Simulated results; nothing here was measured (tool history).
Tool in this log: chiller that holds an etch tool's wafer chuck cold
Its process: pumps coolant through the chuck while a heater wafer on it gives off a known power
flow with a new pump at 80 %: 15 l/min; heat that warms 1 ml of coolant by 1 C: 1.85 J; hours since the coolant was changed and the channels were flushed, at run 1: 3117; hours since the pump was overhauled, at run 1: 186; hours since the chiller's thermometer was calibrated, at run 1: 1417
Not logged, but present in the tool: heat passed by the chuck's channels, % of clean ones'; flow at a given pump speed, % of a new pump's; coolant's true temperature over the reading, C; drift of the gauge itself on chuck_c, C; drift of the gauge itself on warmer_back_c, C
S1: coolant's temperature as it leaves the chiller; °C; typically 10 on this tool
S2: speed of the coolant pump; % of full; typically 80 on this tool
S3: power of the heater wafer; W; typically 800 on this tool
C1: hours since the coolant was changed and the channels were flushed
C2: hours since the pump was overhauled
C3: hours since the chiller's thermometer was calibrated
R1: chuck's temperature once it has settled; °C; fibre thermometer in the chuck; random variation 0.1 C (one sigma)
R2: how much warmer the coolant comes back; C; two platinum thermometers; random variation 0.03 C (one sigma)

{"run": 1, "hour": 0.0, "S1": 10, "S2": 80, "S3": 800, "C1": 3117, "C2": 186, "C3": 1417, "R1": 15.2, "R2": 1.7}
{"run": 2, "hour": 108.0, "S1": 10, "S2": 80, "S3": 800, "C1": 3225, "C2": 294, "C3": 1525, "R1": 15.2, "R2": 1.82}
{"run": 3, "hour": 218.5, "S1": 10, "S2": 80, "S3": 800, "C1": 3335, "C2": 404, "C3": 1635, "R1": 15.3, "R2": 1.74}
{"hour": 298.9, "done": "coolant changed, channels flushed"}
{"run": 4, "hour": 387.1, "S1": 10, "S2": 80, "S3": 800, "C1": 88, "C2": 567, "C3": 1798, "R1": 15.2, "R2": 1.82}
{"run": 5, "hour": 552.3, "S1": 10, "S2": 80, "S3": 800, "C1": 253, "C2": 732, "C3": 1963, "R1": 15.1, "R2": 1.73}
{"run": 6, "hour": 726.3, "S1": 10, "S2": 80, "S3": 459, "C1": 427, "C2": 906, "C3": 2137, "R1": 12.9, "R2": 1.03}
{"run": 7, "hour": 899.4, "S1": 10, "S2": 80, "S3": 459, "C1": 601, "C2": 1079, "C3": 2310, "R1": 12.9, "R2": 1.1}
{"run": 8, "hour": 1050.8, "S1": 10, "S2": 80, "S3": 459, "C1": 752, "C2": 1231, "C3": 2461, "R1": 13, "R2": 1.04}
{"run": 9, "hour": 1134.8, "S1": 10, "S2": 80, "S3": 800, "C1": 836, "C2": 1315, "C3": 2546, "R1": 15.2, "R2": 1.82}
{"run": 10, "hour": 1262.9, "S1": 17, "S2": 80, "S3": 800, "C1": 964, "C2": 1443, "C3": 2674, "R1": 22.3, "R2": 1.78}
{"run": 11, "hour": 1378.7, "S1": 10, "S2": 80, "S3": 800, "C1": 1080, "C2": 1559, "C3": 2789, "R1": 15.1, "R2": 1.8}
{"run": 12, "hour": 1476.7, "S1": 10, "S2": 80, "S3": 800, "C1": 1178, "C2": 1657, "C3": 2887, "R1": 15.3, "R2": 1.84}
{"run": 13, "hour": 1643.7, "S1": 10, "S2": 80, "S3": 409, "C1": 1345, "C2": 1824, "C3": 3054, "R1": 12.7, "R2": 0.97}
{"run": 14, "hour": 1817.7, "S1": 11, "S2": 69, "S3": 1105, "C1": 1519, "C2": 1998, "C3": 3228, "R1": 19.1, "R2": 2.85}
{"run": 15, "hour": 1942.1, "S1": 11, "S2": 69, "S3": 1105, "C1": 1643, "C2": 2122, "C3": 3353, "R1": 19, "R2": 2.83}
{"run": 16, "hour": 2030.4, "S1": 4, "S2": 74, "S3": 1129, "C1": 1732, "C2": 2210, "C3": 3441, "R1": 11.8, "R2": 2.7}
{"run": 17, "hour": 2125.6, "S1": 18, "S2": 96, "S3": 1129, "C1": 1827, "C2": 2305, "C3": 3536, "R1": 24.5, "R2": 2.19}
{"run": 18, "hour": 2211.4, "S1": 12, "S2": 93, "S3": 1129, "C1": 1912, "C2": 2391, "C3": 3622, "R1": 18.5, "R2": 2.19}
{"run": 19, "hour": 2308.2, "S1": 12, "S2": 72, "S3": 452, "C1": 2009, "C2": 2488, "C3": 3719, "R1": 15.1, "R2": 1.21}
{"run": 20, "hour": 2453.6, "S1": 12, "S2": 72, "S3": 547, "C1": 2155, "C2": 2633, "C3": 3864, "R1": 15.7, "R2": 1.4}
{"hour": 2489.8, "done": "chiller's thermometer calibrated"}
{"run": 21, "hour": 2593.3, "S1": 6, "S2": 97, "S3": 547, "C1": 2293, "C2": 2772, "C3": 103, "R1": 9.1, "R2": 1.15}
{"run": 22, "hour": 2731.4, "S1": 10, "S2": 92, "S3": 800, "C1": 2432, "C2": 2910, "C3": 242, "R1": 14.7, "R2": 1.59}

Below are 4 alternative next runs, each starting from the tool's condition after run 22. Predict each:
{"run": "A", "hour": 2818.6, "S1": 10, "S2": 87, "S3": 800, "C1": 2519, "C2": 2997, "C3": 329, "R1": "?", "R2": "?"}
{"run": "B", "hour": 2818.6, "S1": 13, "S2": 88, "S3": 459, "C1": 2519, "C2": 2997, "C3": 329, "R1": "?", "R2": "?"}
{"run": "C", "hour": 2818.6, "S1": 10, "S2": 92, "S3": 500, "C1": 2519, "C2": 2997, "C3": 329, "R1": "?", "R2": "?"}
{"run": "D", "hour": 2818.6, "S1": 10, "S2": 64, "S3": 800, "C1": 2519, "C2": 2997, "C3": 329, "R1": "?", "R2": "?"}

run=A R1=14.9 R2=1.73
run=B R1=15.7 R2=1.06
run=C R1=12.8 R2=1.07
run=D R1=16.2 R2=2.27
What these runs would have given with no unlogged condition in the tool:
run=A R1=14.9 R2=1.6
run=B R1=15.6 R2=0.93
run=C R1=12.8 R2=0.94
run=D R1=16.1 R2=2.14
